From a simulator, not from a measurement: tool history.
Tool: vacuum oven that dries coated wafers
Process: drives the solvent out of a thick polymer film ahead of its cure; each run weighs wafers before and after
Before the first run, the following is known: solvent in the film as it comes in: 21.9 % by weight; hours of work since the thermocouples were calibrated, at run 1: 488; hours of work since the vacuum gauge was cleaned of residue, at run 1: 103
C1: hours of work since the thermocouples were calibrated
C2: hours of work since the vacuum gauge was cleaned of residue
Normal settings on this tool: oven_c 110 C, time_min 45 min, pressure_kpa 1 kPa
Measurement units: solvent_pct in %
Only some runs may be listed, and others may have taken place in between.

Run 1, day 0: usual settings; C1 488; C2 103. Result: solvent_pct 1.06 %.
Run 2, day 0.554: usual settings; C1 496; C2 111. Result: solvent_pct 1.04 %.
Run 3, day 0.988: usual settings but time_min 38 min; C1 502; C2 117. Result: solvent_pct 1.53 %.
Run 4, day 1.633: usual settings but time_min 50 min; C1 511; C2 127. Result: solvent_pct 0.89 %.
Run 5, day 1.933: usual settings but time_min 50 min, pressure_kpa 2.14 kPa; C1 516; C2 131. Result: solvent_pct 1.3 %.
Run 6, day 2.592: usual settings but time_min 40 min; C1 525; C2 141. Result: solvent_pct 1.37 %.
Run 7, day 2.888: usual settings but time_min 40 min; C1 530; C2 145. Result: solvent_pct 1.37 %.
Run 8, day 3.383: usual settings but time_min 40 min; C1 537; C2 152. Result: solvent_pct 1.36 %.
At day 3.492: vacuum gauge cleaned of residue and calibrated.
Run 9, day 3.779: usual settings but time_min 40 min; C1 542; C2 4. Result: solvent_pct 1.38 %.
Run 10, day 4.088: usual settings but oven_c 96 C; C1 546; C2 9. Result: solvent_pct 5.14 %.
Run 11, day 4.558: usual settings but oven_c 122 C, time_min 56 min; C1 553; C2 16. Result: solvent_pct 0.28 %.
Run 12, day 5.208: usual settings but oven_c 122 C, time_min 34 min, pressure_kpa 0.65 kPa; C1 563; C2 25. Result: solvent_pct 0.34 %.
Run 13, day 5.567: usual settings but oven_c 119 C, time_min 23 min, pressure_kpa 0.65 kPa; C1 568; C2 30. Result: solvent_pct 1.29 %.
At day 5.683: vacuum gauge cleaned of residue and calibrated, once more.
Run 14, day 6.258: usual settings but oven_c 119 C, time_min 23 min, pressure_kpa 0.65 kPa; C1 577; C2 8. Result: solvent_pct 1.24 %.
Run 15, day 6.667: usual settings but oven_c 99 C, time_min 23 min, pressure_kpa 0.65 kPa; C1 583; C2 14. Result: solvent_pct 7.97 %.
Run 16, day 7.079: usual settings but oven_c 113 C, time_min 35 min, pressure_kpa 0.62 kPa; C1 589; C2 20. Result: solvent_pct 1.09 %.
Run 17, day 7.429: usual settings but oven_c 120 C, time_min 38 min, pressure_kpa 1.93 kPa; C1 594; C2 25. Result: solvent_pct 0.64 %.
Run 18, day 7.754: usual settings but oven_c 96 C, time_min 39 min, pressure_kpa 1.42 kPa; C1 599; C2 30. Result: solvent_pct 6.19 %.
Run 19, day 8.062: usual settings but oven_c 96 C, time_min 39 min, pressure_kpa 1.42 kPa; C1 603; C2 35. Result: solvent_pct 6.15 %.
Run 20, day 8.638: usual settings but oven_c 124 C, time_min 24 min, pressure_kpa 3.86 kPa; C1 612; C2 43. Result: solvent_pct 1.18 %.

Forecast each of these 5 alternatives for the next run:
Run A, day 9.204: usual settings but oven_c 124 C, time_min 24 min, pressure_kpa 0.54 kPa; C1 620; C2 51. Result: solvent_pct ?.
Run B, day 9.204: usual settings but oven_c 98 C, time_min 24 min, pressure_kpa 1.22 kPa; C1 620; C2 51. Result: solvent_pct ?.
Run C, day 9.204: usual settings but oven_c 124 C, time_min 52 min, pressure_kpa 3.11 kPa; C1 620; C2 51. Result: solvent_pct ?.
Run D, day 9.204: usual settings but oven_c 116 C, time_min 24 min, pressure_kpa 0.66 kPa; C1 620; C2 51. Result: solvent_pct ?.
Run E, day 9.204: usual settings but oven_c 124 C, time_min 24 min, pressure_kpa 1.09 kPa; C1 620; C2 51. Result: solvent_pct ?.

run  solvent_pct
  A         0.47
  B         8.29
  C         0.69
  D         1.72
  E         0.58
Stripped of hidden state, with their random variation kept, the same runs would have yielded:
run  solvent_pct
  A         0.57
  B         8.74
  C         0.71
  D         1.98
  E         0.68
